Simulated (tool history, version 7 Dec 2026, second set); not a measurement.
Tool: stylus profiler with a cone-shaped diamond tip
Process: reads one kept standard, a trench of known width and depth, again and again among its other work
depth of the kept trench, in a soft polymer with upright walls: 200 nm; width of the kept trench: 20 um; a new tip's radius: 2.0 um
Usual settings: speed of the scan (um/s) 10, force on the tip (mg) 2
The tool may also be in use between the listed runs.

run     day  speed of the scan (um/s)  force on the tip (mg)  depth of the trench (nm)  width of the trench's floor (µm)
  1       0                        10                      2                    201.28                             17.67
  2    2.05                        10                      2                    201.26                             17.68
  3   4.529                        10                   0.83                     200.7                             17.61
  4   5.854                        10                      2                    201.28                             17.67
  5   7.946                        10                      2                    201.24                             17.64
  6  10.288                        10                   3.59                    201.85                             17.66
  7  11.808                        10                   3.59                    201.87                             17.66
  8  13.279                        10                   1.12                    200.77                             17.63
  9  15.679                        10                   1.12                    200.76                             17.61
 10  18.121                        10                   3.49                    201.81                             17.56
 11  20.167                         7                   3.49                    201.77                             17.63
 12  21.892                         7                   3.49                     201.8                              17.6
 13  22.971                         4                   3.76                    201.87                             17.65

Run 14 comes next. What will it give?
 14  24.738                        10                   1.42                         ?                                 ?

Run 14 gave depth of the trench (nm) 200.89, width of the trench's floor (µm) 17.57.
Without the tool's hidden state the same run would have given depth of the trench (nm) 201.07, width of the trench's floor (µm) 18.23.
